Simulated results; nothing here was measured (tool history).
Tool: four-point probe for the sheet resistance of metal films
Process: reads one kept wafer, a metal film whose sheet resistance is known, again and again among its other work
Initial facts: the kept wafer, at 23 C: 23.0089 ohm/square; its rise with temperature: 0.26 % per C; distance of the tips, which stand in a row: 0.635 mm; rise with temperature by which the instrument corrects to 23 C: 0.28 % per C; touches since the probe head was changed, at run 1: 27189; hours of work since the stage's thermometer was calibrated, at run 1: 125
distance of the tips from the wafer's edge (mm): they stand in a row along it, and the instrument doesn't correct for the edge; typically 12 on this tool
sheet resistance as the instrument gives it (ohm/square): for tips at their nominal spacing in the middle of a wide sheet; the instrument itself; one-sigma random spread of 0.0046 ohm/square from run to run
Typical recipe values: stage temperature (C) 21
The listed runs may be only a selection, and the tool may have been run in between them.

| run | hour | stage temperature (C) | distance of the tips from the wafer's edge (mm) | touches since the probe head was changed | hours of work since the stage's thermometer was calibrated | sheet resistance as the instrument gives it (ohm/square) |
|---|---|---|---|---|---|---|
| 1 | 0.0 | 21 | 12 | 27189 | 125 | 22.958012 |
| 2 | 32.5 | 21 | 12 | 28346 | 146 | 22.958972 |
| 3 | 66.3 | 21 | 12 | 29551 | 169 | 22.950450 |
| 4 | 93.2 | 21 | 5 | 30508 | 187 | 23.121319 |
| 5 | 123.0 | 21 | 12 | 31567 | 207 | 22.958055 |
| 6 | 166.9 | 21 | 12 | 33128 | 236 | 22.948076 |
| 7 | 194.3 | 21 | 12 | 34104 | 254 | 22.943654 |
| 8 | 236.5 | 21 | 12 | 35607 | 283 | 22.949844 |
| 9 | 284.2 | 21 | 12 | 37303 | 314 | 22.938617 |
| 10 | 321.7 | 21 | 12 | 38640 | 339 | 22.930345 |
| 11 | 367.7 | 21 | 12 | 40276 | 370 | 22.928464 |
| 12 | 404.8 | 20 | 12 | 41598 | 395 | 22.929301 |
| 13 | 450.2 | 20 | 12 | 43212 | 425 | 22.920473 |
| 14 | 475.9 | 20 | 12 | 44129 | 442 | 22.932546 |
| 15 | 520.5 | 20 | 12 | 45714 | 472 | 22.920458 |
| 16 | 561.0 | 22 | 12 | 47157 | 499 | 22.908067 |
| 17 | 584.4 | 22 | 8 | 47989 | 515 | 22.957997 |
| 18 | 620.9 | 22 | 12 | 49290 | 539 | 22.904465 |
|  | 624.7 | stage's thermometer calibrated |
| 19 | 670.0 | 21 | 23 | 51017 | 30 | 22.878726 |
| 20 | 698.3 | 21 | 23 | 52025 | 49 | 22.867569 |
| 21 | 728.0 | 21 | 23 | 53084 | 69 | 22.873886 |
|  | 736.1 | stage's thermometer calibrated, once more |
| 22 | 769.0 | 21 | 23 | 54526 | 22 | 22.879888 |
| 23 | 801.6 | 21 | 23 | 55686 | 44 | 22.867387 |
| 24 | 843.2 | 21 | 23 | 57165 | 71 | 22.872692 |
| 25 | 892.7 | 21 | 5 | 58929 | 105 | 23.053728 |
| 26 | 929.4 | 26 | 16 | 60233 | 129 | 22.858319 |
| 27 | 951.2 | 21 | 9 | 61010 | 144 | 22.920191 |
| 28 | 973.5 | 27 | 3 | 61802 | 158 | 23.363780 |
| 29 | 1018.9 | 27 | 3 | 63419 | 189 | 23.359483 |
| 30 | 1060.7 | 34 | 5 | 64908 | 217 | 22.985980 |
| 31 | 1082.1 | 18 | 32 | 65668 | 231 | 22.852958 |
| 32 | 1125.9 | 32 | 32 | 67228 | 260 | 22.800571 |
| 33 | 1158.9 | 20 | 4 | 68403 | 282 | 23.145671 |
| 34 | 1207.3 | 27 | 11 | 70124 | 314 | 22.854120 |
| 35 | 1246.6 | 28 | 12 | 71524 | 341 | 22.835858 |
| 36 | 1271.0 | 26 | 22 | 72392 | 357 | 22.813610 |
| 37 | 1302.7 | 20 | 55 | 73521 | 378 | 22.821925 |
| 38 | 1346.2 | 29 | 24 | 75070 | 407 | 22.800463 |
| 39 | 1368.8 | 34 | 31 | 75874 | 422 | 22.762472 |
| 40 | 1417.0 | 34 | 31 | 77590 | 454 | 22.766528 |
| 41 | 1442.4 | 34 | 23 | 78494 | 471 | 22.767032 |
| 42 | 1479.2 | 34 | 23 | 79801 | 496 | 22.765160 |
| 43 | 1504.4 | 34 | 23 | 80700 | 513 | 22.765596 |
| 44 | 1529.8 | 31 | 8 | 81603 | 530 | 22.844447 |
| 45 | 1570.7 | 18 | 50 | 83061 | 557 | 22.816586 |

Take each entry between the runs: how does the hidden state at the last listed run before it differ from the hidden state at the first listed run after it?
After run 18, before run 19: stage's thermometer calibrated (hour 624.7)
  inner tips' distance over the nominal, %: -0.537 -> -0.551; tips' flats over new ones', %: 16 -> 17; wafer's true temperature over the reading, C: -0.12 -> -0.18
  difference, measured minus the result without the unlogged condition, sheet resistance as the instrument gives it (ohm/square): -0.140818 -> -0.147843
After run 21, before run 22: stage's thermometer calibrated, once more (hour 736.1)
  inner tips' distance over the nominal, %: -0.567 -> -0.579; tips' flats over new ones', %: 17 -> 18; wafer's true temperature over the reading, C: -0.18 -> -0.1
  difference, measured minus the result without the unlogged condition, sheet resistance as the instrument gives it (ohm/square): -0.152326 -> -0.150363
